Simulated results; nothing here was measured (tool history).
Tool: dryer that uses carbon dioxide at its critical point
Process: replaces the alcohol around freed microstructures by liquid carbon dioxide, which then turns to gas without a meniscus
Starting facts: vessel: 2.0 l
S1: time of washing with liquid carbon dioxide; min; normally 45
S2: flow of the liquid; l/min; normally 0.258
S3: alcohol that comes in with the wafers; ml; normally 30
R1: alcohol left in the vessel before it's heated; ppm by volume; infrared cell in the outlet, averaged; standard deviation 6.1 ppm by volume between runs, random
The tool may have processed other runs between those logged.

{"run": 1, "hour": 0.0, "S1": 45, "S2": 0.258, "S3": 30, "R1": 346}
{"run": 2, "hour": 21.4, "S1": 45, "S2": 0.258, "S3": 30, "R1": 332}
{"run": 3, "hour": 35.8, "S1": 45, "S2": 0.258, "S3": 30, "R1": 348}
{"run": 4, "hour": 48.0, "S1": 45, "S2": 0.258, "S3": 30, "R1": 353}
{"run": 5, "hour": 67.4, "S1": 45, "S2": 0.258, "S3": 47, "R1": 519}
{"run": 6, "hour": 88.2, "S1": 45, "S2": 0.258, "S3": 96, "R1": 1009}
{"run": 7, "hour": 100.0, "S1": 45, "S2": 0.258, "S3": 96, "R1": 1021}
{"run": 8, "hour": 115.8, "S1": 45, "S2": 0.258, "S3": 30, "R1": 377}
{"run": 9, "hour": 138.3, "S1": 45, "S2": 0.258, "S3": 30, "R1": 369}
{"run": 10, "hour": 155.0, "S1": 37, "S2": 0.258, "S3": 30, "R1": 675}
{"run": 11, "hour": 173.4, "S1": 45, "S2": 0.258, "S3": 30, "R1": 395}
{"run": 12, "hour": 191.4, "S1": 45, "S2": 0.258, "S3": 30, "R1": 380}
{"run": 13, "hour": 210.9, "S1": 45, "S2": 0.258, "S3": 30, "R1": 407}
{"run": 14, "hour": 226.0, "S1": 45, "S2": 0.258, "S3": 30, "R1": 417}
{"run": 15, "hour": 245.7, "S1": 45, "S2": 0.258, "S3": 30, "R1": 400}
{"run": 16, "hour": 265.6, "S1": 65, "S2": 0.258, "S3": 30, "R1": 156}
{"run": 17, "hour": 287.1, "S1": 65, "S2": 0.258, "S3": 27, "R1": 151}
{"run": 18, "hour": 304.0, "S1": 65, "S2": 0.258, "S3": 27, "R1": 168}
{"run": 19, "hour": 322.1, "S1": 65, "S2": 0.258, "S3": 27, "R1": 152}
{"run": 20, "hour": 345.2, "S1": 45, "S2": 0.293, "S3": 79, "R1": 623}
{"run": 21, "hour": 356.6, "S1": 61, "S2": 0.345, "S3": 57, "R1": 142}
{"run": 22, "hour": 374.6, "S1": 57, "S2": 0.258, "S3": 30, "R1": 240}
{"run": 23, "hour": 385.8, "S1": 40, "S2": 0.337, "S3": 25, "R1": 264}
{"run": 24, "hour": 407.1, "S1": 37, "S2": 0.267, "S3": 58, "R1": 1245}
{"run": 25, "hour": 433.4, "S1": 45, "S2": 0.207, "S3": 24, "R1": 719}
{"run": 26, "hour": 447.3, "S1": 64, "S2": 0.298, "S3": 63, "R1": 197}
{"run": 27, "hour": 466.2, "S1": 64, "S2": 0.298, "S3": 63, "R1": 197}
{"run": 28, "hour": 478.8, "S1": 64, "S2": 0.29, "S3": 76, "R1": 222}
{"run": 29, "hour": 503.9, "S1": 64, "S2": 0.29, "S3": 76, "R1": 226}
{"run": 30, "hour": 516.4, "S1": 60, "S2": 0.323, "S3": 71, "R1": 200}
{"run": 31, "hour": 529.5, "S1": 45, "S2": 0.202, "S3": 66, "R1": 1950}
{"run": 32, "hour": 542.2, "S1": 40, "S2": 0.238, "S3": 29, "R1": 626}
{"run": 33, "hour": 561.5, "S1": 54, "S2": 0.258, "S3": 29, "R1": 223}
{"run": 34, "hour": 583.6, "S1": 60, "S2": 0.258, "S3": 25, "R1": 200}
{"run": 35, "hour": 609.8, "S1": 60, "S2": 0.258, "S3": 25, "R1": 202}
{"run": 36, "hour": 628.6, "S1": 60, "S2": 0.258, "S3": 25, "R1": 198}
{"run": 37, "hour": 640.9, "S1": 60, "S2": 0.258, "S3": 25, "R1": 207}

Removed from this log: 1 entry logged between the listed runs. Between which two listed runs does each belong, and how does the tool's hidden state at the listed run before it compare with that at the listed run after it?
Run 31 -> run 32: inlet filter changed (hour 533.7)
  flow that reaches the vessel past the clogged filter, %: 88.8 -> 99.3; alcohol in the recycled carbon dioxide, ppm: 137.9 -> 139.4
  measured value less the no-hidden-state value, R1: +688 -> +145 ppm by volume
